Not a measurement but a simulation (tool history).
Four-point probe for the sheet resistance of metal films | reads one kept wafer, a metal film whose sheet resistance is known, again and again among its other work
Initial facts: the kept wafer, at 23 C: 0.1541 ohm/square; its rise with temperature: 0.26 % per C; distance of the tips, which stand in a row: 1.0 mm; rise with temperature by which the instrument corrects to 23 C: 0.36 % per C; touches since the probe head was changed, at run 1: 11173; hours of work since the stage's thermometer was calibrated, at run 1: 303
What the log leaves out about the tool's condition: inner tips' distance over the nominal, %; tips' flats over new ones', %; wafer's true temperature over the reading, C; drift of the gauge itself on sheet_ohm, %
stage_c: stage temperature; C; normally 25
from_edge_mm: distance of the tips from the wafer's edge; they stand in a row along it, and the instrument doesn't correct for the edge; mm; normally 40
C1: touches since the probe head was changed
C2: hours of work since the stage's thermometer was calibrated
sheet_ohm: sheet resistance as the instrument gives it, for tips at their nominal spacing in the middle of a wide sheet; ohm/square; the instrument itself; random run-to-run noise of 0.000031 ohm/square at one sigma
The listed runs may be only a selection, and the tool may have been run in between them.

Run 1, hour 0.0: usual settings; C1 11173; C2 303. Result: sheet_ohm 0.154606 ohm/square.
Run 2, hour 48.5: usual settings but stage_c 34 C; C1 12030; C2 326. Result: sheet_ohm 0.153389 ohm/square.
Run 3, hour 96.3: usual settings but stage_c 34 C; C1 12876; C2 349. Result: sheet_ohm 0.153391 ohm/square.
Run 4, hour 165.6: usual settings but stage_c 21 C; C1 14103; C2 383. Result: sheet_ohm 0.155253 ohm/square.
Run 5, hour 209.7: usual settings but stage_c 22 C; C1 14883; C2 404. Result: sheet_ohm 0.155107 ohm/square.
Run 6, hour 274.7: usual settings but from_edge_mm 31 mm; C1 16033; C2 435. Result: sheet_ohm 0.154665 ohm/square.
Run 7, hour 315.3: usual settings but from_edge_mm 19 mm; C1 16751; C2 454. Result: sheet_ohm 0.154874 ohm/square.
Run 8, hour 375.8: usual settings but from_edge_mm 19 mm; C1 17821; C2 483. Result: sheet_ohm 0.154887 ohm/square.
Run 9, hour 445.4: usual settings but from_edge_mm 19 mm; C1 19052; C2 517. Result: sheet_ohm 0.154848 ohm/square.
Run 10, hour 474.8: usual settings; C1 19572; C2 531. Result: sheet_ohm 0.154639 ohm/square.
Run 11, hour 513.8: usual settings; C1 20262; C2 550. Result: sheet_ohm 0.154645 ohm/square.
Run 12, hour 573.6: usual settings; C1 21320; C2 578. Result: sheet_ohm 0.154681 ohm/square.
Run 13, hour 606.1: usual settings; C1 21895; C2 594. Result: sheet_ohm 0.154669 ohm/square.
Run 14, hour 661.5: usual settings; C1 22875; C2 621. Result: sheet_ohm 0.154676 ohm/square.
Run 15, hour 697.1: usual settings; C1 23505; C2 638. Result: sheet_ohm 0.154721 ohm/square.
Run 16, hour 735.3: usual settings; C1 24181; C2 656. Result: sheet_ohm 0.154685 ohm/square.
At hour 740.5: stage's thermometer calibrated.
Run 17, hour 804.2: usual settings; C1 25391; C2 31. Result: sheet_ohm 0.154662 ohm/square.
Run 18, hour 847.7: usual settings but stage_c 29 C, from_edge_mm 15 mm; C1 26161; C2 51. Result: sheet_ohm 0.154446 ohm/square.
At hour 856.7: stage's thermometer calibrated, once more.
Run 19, hour 907.4: usual settings but stage_c 28 C, from_edge_mm 41 mm; C1 27208; C2 24. Result: sheet_ohm 0.154299 ohm/square.
Run 20, hour 936.9: usual settings but stage_c 19 C, from_edge_mm 27 mm; C1 27730; C2 39. Result: sheet_ohm 0.155739 ohm/square.
Run 21, hour 999.7: usual settings but stage_c 19 C, from_edge_mm 27 mm; C1 28840; C2 69. Result: sheet_ohm 0.155687 ohm/square.
Run 22, hour 1043.9: usual settings but stage_c 24 C, from_edge_mm 14 mm; C1 29622; C2 90. Result: sheet_ohm 0.155313 ohm/square.
Run 23, hour 1109.8: usual settings but stage_c 21 C, from_edge_mm 13 mm; C1 30788; C2 121. Result: sheet_ohm 0.155816 ohm/square.
Run 24, hour 1167.3: usual settings but stage_c 21 C, from_edge_mm 13 mm; C1 31805; C2 149. Result: sheet_ohm 0.155758 ohm/square.
Run 25, hour 1219.2: usual settings but stage_c 21 C, from_edge_mm 13 mm; C1 32723; C2 174. Result: sheet_ohm 0.155845 ohm/square.
Run 26, hour 1251.3: usual settings but stage_c 32 C, from_edge_mm 5 mm; C1 33291; C2 189. Result: sheet_ohm 0.156912 ohm/square.
Run 27, hour 1312.2: usual settings but stage_c 29 C, from_edge_mm 46 mm; C1 34370; C2 219. Result: sheet_ohm 0.154175 ohm/square.
Run 28, hour 1345.2: usual settings but stage_c 29 C, from_edge_mm 46 mm; C1 34952; C2 234. Result: sheet_ohm 0.154209 ohm/square.
Run 29, hour 1394.3: usual settings but stage_c 31 C, from_edge_mm 47 mm; C1 35822; C2 258. Result: sheet_ohm 0.153973 ohm/square.
Run 30, hour 1444.6: usual settings but stage_c 31 C, from_edge_mm 47 mm; C1 36712; C2 282. Result: sheet_ohm 0.153991 ohm/square.
Run 31, hour 1483.5: usual settings but stage_c 22 C, from_edge_mm 47 mm; C1 37400; C2 301. Result: sheet_ohm 0.155224 ohm/square.
Run 32, hour 1513.7: usual settings but stage_c 27 C; C1 37934; C2 315. Result: sheet_ohm 0.154565 ohm/square.
Run 33, hour 1568.2: usual settings but stage_c 29 C, from_edge_mm 9 mm; C1 38898; C2 342. Result: sheet_ohm 0.155236 ohm/square.

Across each entry between runs, compare the hidden state at the last listed run before it with the hidden state at the first listed run after it:
Run 16 -> run 17: stage's thermometer calibrated (hour 740.5)
  inner tips' distance over the nominal, %: 0.551 -> 0.557; tips' flats over new ones', %: 22 -> 24; wafer's true temperature over the reading, C: -0.17 -> -0.22
  the result without the hidden state subtracted from the measured one, sheet_ohm: +0.000849 -> +0.000839 ohm/square
Run 18 -> run 19: stage's thermometer calibrated, once more (hour 856.7)
  inner tips' distance over the nominal, %: 0.561 -> 0.566; tips' flats over new ones', %: 24 -> 25; wafer's true temperature over the reading, C: -0.22 -> -0.06
  the result without the hidden state subtracted from the measured one, sheet_ohm: +0.000842 -> +0.000916 ohm/square
